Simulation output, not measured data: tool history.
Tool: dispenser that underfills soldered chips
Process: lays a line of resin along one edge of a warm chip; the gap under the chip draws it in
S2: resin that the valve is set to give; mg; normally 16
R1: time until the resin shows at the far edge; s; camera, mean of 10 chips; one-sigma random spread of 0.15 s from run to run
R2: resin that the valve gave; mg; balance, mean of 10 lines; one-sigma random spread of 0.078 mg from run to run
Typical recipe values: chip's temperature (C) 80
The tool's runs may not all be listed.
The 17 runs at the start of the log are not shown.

At hour 139.1: new syringe of resin.
Run 18, hour 143.3: usual settings but chip's temperature (C) 81, S2 17.8 mg. Result: R1 9.5 s, R2 15.97 mg.
At hour 149.6: new syringe of resin.
At hour 151.6: dispensing valve cleaned and set on the balance.
Run 19, hour 154.7: usual settings but chip's temperature (C) 68, S2 19.4 mg. Result: R1 18.5 s, R2 19.33 mg.
At hour 161.5: new syringe of resin.
Run 20, hour 165.9: usual settings but chip's temperature (C) 85, S2 16.8 mg. Result: R1 7.8 s, R2 16.78 mg.
At hour 172: new syringe of resin.
Run 21, hour 176.1: usual settings but S2 19.5 mg. Result: R1 10.2 s, R2 19.29 mg.
Run 22, hour 180.6: usual settings but chip's temperature (C) 81, S2 14.1 mg. Result: R1 10.6 s, R2 13.99 mg.
At hour 182.3: new syringe of resin.
Run 23, hour 190.9: usual settings but chip's temperature (C) 65, S2 15.9 mg. Result: R1 23.4 s, R2 15.61 mg.
At hour 192.6: new syringe of resin.
Run 24, hour 198: usual settings but chip's temperature (C) 65, S2 15.9 mg. Result: R1 22.1 s, R2 15.45 mg.
At hour 203.1: new syringe of resin.
Run 25, hour 206.7: usual settings but chip's temperature (C) 79, S2 15.5 mg. Result: R1 10.8 s, R2 15.02 mg.
Run 26, hour 211.4: usual settings but chip's temperature (C) 66, S2 20.4 mg. Result: R1 22.2 s, R2 19.73 mg.
At hour 213.5: new syringe of resin.
Run 27, hour 222.5: usual settings but chip's temperature (C) 66, S2 20.4 mg. Result: R1 22.2 s, R2 19.63 mg.
At hour 223.8: new syringe of resin.
Run 28, hour 229.1: usual settings but chip's temperature (C) 76, S2 19.1 mg. Result: R1 12.3 s, R2 18.34 mg.
At hour 234.2: new syringe of resin.
Run 29, hour 236.6: usual settings but chip's temperature (C) 76, S2 19.1 mg. Result: R1 11.4 s, R2 18.34 mg.
Run 30, hour 242.2: usual settings but chip's temperature (C) 83, S2 18.8 mg. Result: R1 9.5 s, R2 17.9 mg.

Each row is a separate what-if for the run after 30, all from the same tool condition, not one after another. Results?
At hour 244.7: new syringe of resin.
Run A, hour 247.5: usual settings but chip's temperature (C) 93, S2 16.7 mg. Result: R1 ?, R2 ?.
At hour 244.7: new syringe of resin.
Run B, hour 247.5: usual settings but chip's temperature (C) 72. Result: R1 ?, R2 ?.
At hour 244.7: new syringe of resin.
Run C, hour 247.5: usual settings but chip's temperature (C) 69, S2 15.1 mg. Result: R1 ?, R2 ?.
At hour 244.7: new syringe of resin.
Run D, hour 247.5: usual settings but S2 15.7 mg. Result: R1 ?, R2 ?.
At hour 244.7: new syringe of resin.
Run E, hour 247.5: usual settings but chip's temperature (C) 89, S2 18.8 mg. Result: R1 ?, R2 ?.

run    R1     R2
  A   5.4  15.78
  B  14.3  15.27
  C  16.9   14.3
  D   9.6   14.7
  E   6.3  17.77
Take away the tool's hidden state, keep each run's random variation, and the runs would have read:
run    R1     R2
  A   5.6  16.65
  B  15.1  16.12
  C  17.8  15.09
  D    10  15.52
  E   6.6  18.75
